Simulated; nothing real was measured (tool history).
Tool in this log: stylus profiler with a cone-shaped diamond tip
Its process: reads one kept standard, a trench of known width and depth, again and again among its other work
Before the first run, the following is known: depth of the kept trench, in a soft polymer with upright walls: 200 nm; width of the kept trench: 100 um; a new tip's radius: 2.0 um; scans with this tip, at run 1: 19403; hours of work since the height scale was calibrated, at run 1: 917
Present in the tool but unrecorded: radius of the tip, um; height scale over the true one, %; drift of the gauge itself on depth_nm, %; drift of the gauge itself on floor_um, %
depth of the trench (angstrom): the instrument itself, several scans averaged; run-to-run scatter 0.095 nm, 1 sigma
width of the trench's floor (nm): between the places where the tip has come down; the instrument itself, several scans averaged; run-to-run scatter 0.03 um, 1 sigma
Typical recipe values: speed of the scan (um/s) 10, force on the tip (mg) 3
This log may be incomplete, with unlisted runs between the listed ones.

run	hour	speed of the scan (um/s)	force on the tip (mg)	scans with this tip	hours of work since the height scale was calibrated	depth of the trench (angstrom)	width of the trench's floor (nm)
1	0	10	3	19403	917	2045	96870
2	78.8	10	3.58	19784	979	2049.1	96820
3	156.5	10	3	20159	1041	2044.9	96860
4	209.7	10	3	20417	1083	2043.5	96820
5	296.9	10	3	20838	1152	2043	96800
6	386.2	10	3	21270	1223	2044.9	96800
7	498.5	10	3	21813	1312	2044	96750
8	555.5	10	3	22089	1357	2045.5	96810
9	641.4	10	3	22504	1425	2045.2	96690
10	757.7	10	1.11	23067	1517	2029.1	96610
11	838.1	10	3	23455	1581	2046.3	96670
# hour 919.8: new tip fitted, height scale calibrated
12	951.4	10	3	153	25	2036.3	98220
13	1039.1	10	3	577	94	2037.8	98160
14	1132.2	10	3	1027	168	2038.4	98100
15	1223.7	10	3	1469	241	2038.3	98050
16	1283.6	10	3	1759	288	2036.9	98080
17	1400.3	31	3	2323	381	2038.7	97990
18	1457.4	10	3	2599	426	2039.7	97970
19	1515.2	10	3	2879	472	2039.8	97980
20	1623.9	4	1.68	3405	558	2027.7	97980
21	1687.5	11	4.26	3712	608	2049.2	97910
22	1802.8	7	3	4270	700	2041	97870
23	1900.1	3	2.96	4740	777	2042.7	97840
24	1986.3	30	1.76	5157	845	2031	97710
25	2035.4	30	1.76	5394	884	2029.5	97720
26	2121.8	18	3.76	5813	952	2048.5	97720
27	2188.8	6	1.84	6136	1006	2030	97680
28	2258.2	3	1.01	6472	1060	2023.5	97710
29	2332.8	3	1.01	6833	1120	2024.7	97720
30	2400	3	2.65	7158	1173	2038.6	97660
31	2497.2	3	2.65	7628	1250	2042.1	97650
32	2582	13	1.28	8038	1317	2027.6	97550
33	2633.2	3	1.03	8285	1358	2024.3	97530
34	2719.3	10	6.55	8702	1426	2072.9	97570
35	2785	9	6.55	9019	1478	2070.7	97580
36	2864.1	9	6.55	9402	1541	2070.5	97470

Results for each run, recomputed without the tool's hidden state and with each run's random variation untouched:
run	depth of the trench (angstrom)	width of the trench's floor (nm)
1	2039.5	98220
2	2043.2	98190
3	2038.7	98250
4	2037.1	98220
5	2036.3	98220
6	2037.8	98240
7	2036.5	98220
8	2037.7	98290
9	2037.2	98200
10	2020.6	98140
11	2037.4	98220
12	2036.6	98250
13	2037.7	98220
14	2038	98200
15	2037.5	98190
16	2035.9	98240
17	2037.2	98190
18	2038	98200
19	2037.8	98230
20	2025.3	98280
21	2046.5	98220
22	2037.9	98220
23	2039.2	98240
24	2027.1	98140
25	2025.5	98160
26	2044.1	98190
27	2025.4	98180
28	2018.6	98230
29	2019.5	98270
30	2033.2	98230
31	2036.3	98250
32	2021.5	98180
33	2018	98170
34	2066.1	98240
35	2063.6	98260
36	2063.1	98190

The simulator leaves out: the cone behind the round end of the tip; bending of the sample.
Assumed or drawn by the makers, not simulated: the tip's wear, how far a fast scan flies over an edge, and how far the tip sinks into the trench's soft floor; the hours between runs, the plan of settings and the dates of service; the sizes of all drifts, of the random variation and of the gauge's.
